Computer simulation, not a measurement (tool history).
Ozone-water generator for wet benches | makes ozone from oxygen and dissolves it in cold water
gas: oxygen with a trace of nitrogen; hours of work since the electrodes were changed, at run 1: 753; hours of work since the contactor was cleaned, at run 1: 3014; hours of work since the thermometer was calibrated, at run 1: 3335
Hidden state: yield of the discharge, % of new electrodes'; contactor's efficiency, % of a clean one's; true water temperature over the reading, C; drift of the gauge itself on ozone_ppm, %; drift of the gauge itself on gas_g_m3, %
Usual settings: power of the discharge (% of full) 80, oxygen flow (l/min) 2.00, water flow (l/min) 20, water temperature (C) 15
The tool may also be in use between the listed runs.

| run | day | power of the discharge (% of full) | oxygen flow (l/min) | water flow (l/min) | water temperature (C) | hours of work since the electrodes were changed | hours of work since the contactor was cleaned | hours of work since the thermometer was calibrated | dissolved ozone (ppm) | ozone in the gas ahead of the water (g/m3) |
|---|---|---|---|---|---|---|---|---|---|---|
| 1 | 0.000 | 80 | 2.00 | 20 | 15 | 753 | 3014 | 3335 | 12.7 | 285.0 |
| 2 | 1.412 | 80 | 2.00 | 20 | 9 | 779 | 3040 | 3361 | 13.3 | 285.0 |
| 3 | 2.900 | 80 | 2.00 | 20 | 9 | 806 | 3067 | 3388 | 13.0 | 283.7 |
| 4 | 3.875 | 80 | 2.00 | 20 | 9 | 824 | 3085 | 3406 | 13.2 | 285.2 |
| 5 | 5.333 | 50 | 2.00 | 20 | 9 | 851 | 3112 | 3433 | 8.6 | 187.8 |
| 6 | 6.558 | 50 | 2.00 | 20 | 9 | 873 | 3135 | 3455 | 8.7 | 189.8 |
| 7 | 8.083 | 50 | 2.00 | 28 | 9 | 901 | 3163 | 3484 | 6.1 | 189.0 |
| 8 | 9.375 | 50 | 2.00 | 28 | 9 | 925 | 3187 | 3507 | 5.9 | 187.0 |
| 9 | 10.492 | 49 | 2.00 | 28 | 9 | 946 | 3207 | 3528 | 5.9 | 186.2 |
| 10 | 11.775 | 53 | 1.33 | 19 | 22 | 970 | 3231 | 3552 | 7.8 | 244.2 |
| 11 | 13.092 | 93 | 1.33 | 19 | 22 | 994 | 3255 | 3576 | 12.7 | 397.8 |
| 12 | 13.979 | 93 | 1.33 | 19 | 22 | 1010 | 3272 | 3592 | 12.9 | 399.5 |
| 13 | 14.842 | 93 | 3.29 | 12 | 22 | 1026 | 3288 | 3608 | 21.9 | 250.1 |
| 14 | 16.083 | 50 | 1.44 | 12 | 11 | 1049 | 3310 | 3631 | 12.9 | 222.7 |
| 15 | 17.683 | 50 | 1.44 | 12 | 11 | 1078 | 3340 | 3660 | 12.8 | 223.0 |
| 16 | 18.854 | 50 | 1.44 | 12 | 11 | 1100 | 3361 | 3682 | 13.0 | 223.0 |

3 ways to go on from here, each from the tool as it stands after run 16. What would each give?
| A | 20.312 | 50 | 2.12 | 12 | 9 | 1127 | 3388 | 3709 | ? | ? |
| B | 20.312 | 50 | 1.44 | 26 | 11 | 1127 | 3388 | 3709 | ? | ? |
| C | 20.312 | 99 | 2.00 | 13 | 9 | 1127 | 3388 | 3709 | ? | ? |

| run | dissolved ozone (ppm) | ozone in the gas ahead of the water (g/m3) |
|---|---|---|
| A | 14.3 | 183.1 |
| B | 5.7 | 223.1 |
| C | 24.0 | 341.5 |
Without the tool's hidden state the same runs would have given:
| run | dissolved ozone (ppm) | ozone in the gas ahead of the water (g/m3) |
|---|---|---|
| A | 15.0 | 187.0 |
| B | 6.0 | 227.9 |
| C | 25.6 | 355.1 |
